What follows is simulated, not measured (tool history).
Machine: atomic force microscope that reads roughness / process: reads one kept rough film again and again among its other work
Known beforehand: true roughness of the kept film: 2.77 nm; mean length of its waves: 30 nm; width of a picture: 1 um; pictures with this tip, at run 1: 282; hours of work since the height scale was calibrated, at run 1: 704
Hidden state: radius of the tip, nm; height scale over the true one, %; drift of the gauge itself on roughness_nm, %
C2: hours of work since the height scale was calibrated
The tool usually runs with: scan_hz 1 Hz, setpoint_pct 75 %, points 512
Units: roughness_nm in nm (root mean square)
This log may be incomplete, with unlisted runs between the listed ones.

run 1 hour=0 | scan_hz=1 setpoint_pct=75 points=512 | pictures_with_this_tip=282 C2=704 | roughness_nm=2.129
run 2 hour=37.2 | scan_hz=1 setpoint_pct=75 points=512 | pictures_with_this_tip=340 C2=731 | roughness_nm=2.079
-- hour=47.7 new tip fitted
run 3 hour=65.6 | scan_hz=1 setpoint_pct=75 points=512 | pictures_with_this_tip=27 C2=752 | roughness_nm=2.412
run 4 hour=96.1 | scan_hz=1 setpoint_pct=75 points=512 | pictures_with_this_tip=74 C2=775 | roughness_nm=2.361
run 5 hour=131.8 | scan_hz=1 setpoint_pct=75 points=512 | pictures_with_this_tip=129 C2=801 | roughness_nm=2.279
run 6 hour=156.7 | scan_hz=1.71 setpoint_pct=75 points=632 | pictures_with_this_tip=167 C2=819 | roughness_nm=2.172
run 7 hour=191.8 | scan_hz=3.14 setpoint_pct=75 points=274 | pictures_with_this_tip=221 C2=845 | roughness_nm=1.965
run 8 hour=213.8 | scan_hz=0.73 setpoint_pct=62 points=950 | pictures_with_this_tip=255 C2=862 | roughness_nm=2.207
run 9 hour=253.2 | scan_hz=0.73 setpoint_pct=62 points=950 | pictures_with_this_tip=316 C2=891 | roughness_nm=2.129
run 10 hour=271.7 | scan_hz=3.62 setpoint_pct=70 points=414 | pictures_with_this_tip=344 C2=904 | roughness_nm=1.875

Branching from run 10: 3 alternative next runs. What would each branch give?
-- hour=278.2 new tip fitted
run A hour=293.3 | scan_hz=3.62 setpoint_pct=70 points=403 | pictures_with_this_tip=24 C2=920 | roughness_nm=?
-- hour=278.2 new tip fitted
run B hour=293.3 | scan_hz=3.62 setpoint_pct=86 points=339 | pictures_with_this_tip=24 C2=920 | roughness_nm=?
-- hour=278.2 new tip fitted
run C hour=293.3 | scan_hz=1.87 setpoint_pct=75 points=512 | pictures_with_this_tip=24 C2=920 | roughness_nm=?

run=A roughness_nm=2.238
run=B roughness_nm=1.943
run=C roughness_nm=2.319
Take away the tool's hidden state, keep each run's random variation, and the runs would have read:
run=A roughness_nm=2.297
run=B roughness_nm=1.994
run=C roughness_nm=2.38
